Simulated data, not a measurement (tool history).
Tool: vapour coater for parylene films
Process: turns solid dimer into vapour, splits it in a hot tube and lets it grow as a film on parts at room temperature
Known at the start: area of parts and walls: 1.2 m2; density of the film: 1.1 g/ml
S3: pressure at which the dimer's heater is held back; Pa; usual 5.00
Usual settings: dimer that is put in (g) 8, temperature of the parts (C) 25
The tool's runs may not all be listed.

{"run": 1, "hour": 0.0, "dimer that is put in (g)": 8, "temperature of the parts (C)": 25, "S3": 5.0, "thickness of the film (um)": 3.08}
{"run": 2, "hour": 64.1, "dimer that is put in (g)": 8, "temperature of the parts (C)": 25, "S3": 5.0, "thickness of the film (um)": 3.05}
{"run": 3, "hour": 112.9, "dimer that is put in (g)": 8, "temperature of the parts (C)": 25, "S3": 5.0, "thickness of the film (um)": 3.04}
{"run": 4, "hour": 165.9, "dimer that is put in (g)": 9, "temperature of the parts (C)": 25, "S3": 5.0, "thickness of the film (um)": 3.42}
{"run": 5, "hour": 211.6, "dimer that is put in (g)": 9, "temperature of the parts (C)": 25, "S3": 5.0, "thickness of the film (um)": 3.43}
{"run": 6, "hour": 250.6, "dimer that is put in (g)": 9, "temperature of the parts (C)": 25, "S3": 5.0, "thickness of the film (um)": 3.41}
{"run": 7, "hour": 309.0, "dimer that is put in (g)": 3, "temperature of the parts (C)": 25, "S3": 5.0, "thickness of the film (um)": 1.14}
{"hour": 341.8, "done": "trap's valve overhauled"}
{"run": 8, "hour": 350.0, "dimer that is put in (g)": 3, "temperature of the parts (C)": 25, "S3": 5.0, "thickness of the film (um)": 1.12}
{"run": 9, "hour": 400.4, "dimer that is put in (g)": 11, "temperature of the parts (C)": 25, "S3": 5.0, "thickness of the film (um)": 4.17}
{"run": 10, "hour": 440.6, "dimer that is put in (g)": 11, "temperature of the parts (C)": 25, "S3": 5.0, "thickness of the film (um)": 4.14}
{"run": 11, "hour": 511.0, "dimer that is put in (g)": 8, "temperature of the parts (C)": 25, "S3": 5.0, "thickness of the film (um)": 3.0}
{"run": 12, "hour": 592.0, "dimer that is put in (g)": 8, "temperature of the parts (C)": 25, "S3": 5.0, "thickness of the film (um)": 3.0}
{"run": 13, "hour": 657.2, "dimer that is put in (g)": 8, "temperature of the parts (C)": 25, "S3": 5.0, "thickness of the film (um)": 2.98}
{"hour": 666.3, "done": "gauge calibrated"}
{"hour": 708.2, "done": "trap's valve overhauled"}
{"run": 14, "hour": 721.7, "dimer that is put in (g)": 8, "temperature of the parts (C)": 25, "S3": 5.0, "thickness of the film (um)": 3.04}
{"run": 15, "hour": 769.7, "dimer that is put in (g)": 8, "temperature of the parts (C)": 25, "S3": 5.0, "thickness of the film (um)": 3.05}
{"run": 16, "hour": 815.0, "dimer that is put in (g)": 8, "temperature of the parts (C)": 25, "S3": 5.0, "thickness of the film (um)": 3.06}
{"run": 17, "hour": 860.6, "dimer that is put in (g)": 8, "temperature of the parts (C)": 25, "S3": 5.0, "thickness of the film (um)": 3.05}
{"run": 18, "hour": 920.6, "dimer that is put in (g)": 8, "temperature of the parts (C)": 25, "S3": 5.0, "thickness of the film (um)": 3.01}
{"run": 19, "hour": 989.2, "dimer that is put in (g)": 8, "temperature of the parts (C)": 25, "S3": 5.0, "thickness of the film (um)": 3.0}
{"hour": 1051.7, "done": "table's thermometer calibrated"}
{"run": 20, "hour": 1069.1, "dimer that is put in (g)": 8, "temperature of the parts (C)": 25, "S3": 5.0, "thickness of the film (um)": 3.03}
{"hour": 1078.7, "done": "trap's valve overhauled"}
{"run": 21, "hour": 1111.7, "dimer that is put in (g)": 8, "temperature of the parts (C)": 25, "S3": 5.0, "thickness of the film (um)": 3.02}
{"run": 22, "hour": 1193.0, "dimer that is put in (g)": 8, "temperature of the parts (C)": 25, "S3": 3.44, "thickness of the film (um)": 3.15}
{"run": 23, "hour": 1274.5, "dimer that is put in (g)": 8, "temperature of the parts (C)": 25, "S3": 8.24, "thickness of the film (um)": 2.78}
{"run": 24, "hour": 1355.4, "dimer that is put in (g)": 8, "temperature of the parts (C)": 25, "S3": 8.24, "thickness of the film (um)": 2.78}
{"run": 25, "hour": 1421.9, "dimer that is put in (g)": 11, "temperature of the parts (C)": 25, "S3": 3.16, "thickness of the film (um)": 4.35}
{"hour": 1448.3, "done": "trap's valve overhauled"}
{"run": 26, "hour": 1504.5, "dimer that is put in (g)": 11, "temperature of the parts (C)": 25, "S3": 3.16, "thickness of the film (um)": 4.3}
{"run": 27, "hour": 1555.6, "dimer that is put in (g)": 3, "temperature of the parts (C)": 20, "S3": 3.49, "thickness of the film (um)": 1.31}
{"run": 28, "hour": 1591.5, "dimer that is put in (g)": 3, "temperature of the parts (C)": 20, "S3": 3.49, "thickness of the film (um)": 1.3}
{"run": 29, "hour": 1649.5, "dimer that is put in (g)": 3, "temperature of the parts (C)": 22, "S3": 10.98, "thickness of the film (um)": 1.06}
{"run": 30, "hour": 1689.7, "dimer that is put in (g)": 4, "temperature of the parts (C)": 30, "S3": 10.99, "thickness of the film (um)": 1.16}
{"run": 31, "hour": 1750.4, "dimer that is put in (g)": 12, "temperature of the parts (C)": 27, "S3": 3.55, "thickness of the film (um)": 4.33}
{"run": 32, "hour": 1808.0, "dimer that is put in (g)": 7, "temperature of the parts (C)": 31, "S3": 3.55, "thickness of the film (um)": 2.31}
{"hour": 1818.7, "done": "trap's valve overhauled"}
{"run": 33, "hour": 1862.9, "dimer that is put in (g)": 7, "temperature of the parts (C)": 31, "S3": 3.55, "thickness of the film (um)": 2.32}
{"run": 34, "hour": 1936.5, "dimer that is put in (g)": 7, "temperature of the parts (C)": 31, "S3": 3.55, "thickness of the film (um)": 2.32}
{"run": 35, "hour": 2006.7, "dimer that is put in (g)": 13, "temperature of the parts (C)": 28, "S3": 5.0, "thickness of the film (um)": 4.36}
{"run": 36, "hour": 2058.9, "dimer that is put in (g)": 5, "temperature of the parts (C)": 25, "S3": 10.38, "thickness of the film (um)": 1.63}
{"run": 37, "hour": 2121.2, "dimer that is put in (g)": 5, "temperature of the parts (C)": 25, "S3": 10.38, "thickness of the film (um)": 1.61}
{"hour": 2185.0, "done": "trap's valve overhauled"}
{"run": 38, "hour": 2185.0, "dimer that is put in (g)": 10, "temperature of the parts (C)": 24, "S3": 5.0, "thickness of the film (um)": 3.67}
{"run": 39, "hour": 2263.7, "dimer that is put in (g)": 10, "temperature of the parts (C)": 24, "S3": 5.0, "thickness of the film (um)": 3.61}
{"run": 40, "hour": 2316.3, "dimer that is put in (g)": 10, "temperature of the parts (C)": 24, "S3": 5.0, "thickness of the film (um)": 3.64}
{"run": 41, "hour": 2381.0, "dimer that is put in (g)": 8, "temperature of the parts (C)": 22, "S3": 5.0, "thickness of the film (um)": 3.04}
{"run": 42, "hour": 2438.5, "dimer that is put in (g)": 8, "temperature of the parts (C)": 19, "S3": 2.12, "thickness of the film (um)": 3.66}
{"run": 43, "hour": 2491.3, "dimer that is put in (g)": 8, "temperature of the parts (C)": 19, "S3": 2.55, "thickness of the film (um)": 3.56}
{"hour": 2552.9, "done": "trap's valve overhauled"}
{"run": 44, "hour": 2552.9, "dimer that is put in (g)": 5, "temperature of the parts (C)": 21, "S3": 8.25, "thickness of the film (um)": 1.8}
{"run": 45, "hour": 2628.1, "dimer that is put in (g)": 5, "temperature of the parts (C)": 21, "S3": 8.25, "thickness of the film (um)": 1.8}
{"run": 46, "hour": 2678.9, "dimer that is put in (g)": 5, "temperature of the parts (C)": 32, "S3": 3.97, "thickness of the film (um)": 1.5}

Forecast each of these 4 alternatives for the next run:
{"run": "A", "hour": 2742.4, "dimer that is put in (g)": 8, "temperature of the parts (C)": 29, "S3": 5.0, "thickness of the film (um)": "?"}
{"run": "B", "hour": 2742.4, "dimer that is put in (g)": 3, "temperature of the parts (C)": 25, "S3": 6.23, "thickness of the film (um)": "?"}
{"run": "C", "hour": 2742.4, "dimer that is put in (g)": 11, "temperature of the parts (C)": 30, "S3": 2.25, "thickness of the film (um)": "?"}
{"run": "D", "hour": 2742.4, "dimer that is put in (g)": 8, "temperature of the parts (C)": 25, "S3": 3.94, "thickness of the film (um)": "?"}

run=A thickness_of_the_film_(um)=2.54
run=B thickness_of_the_film_(um)=1.01
run=C thickness_of_the_film_(um)=3.82
run=D thickness_of_the_film_(um)=2.87
Without the tool's hidden state the same runs would have given:
run=A thickness_of_the_film_(um)=2.80
run=B thickness_of_the_film_(um)=1.12
run=C thickness_of_the_film_(um)=4.21
run=D thickness_of_the_film_(um)=3.16
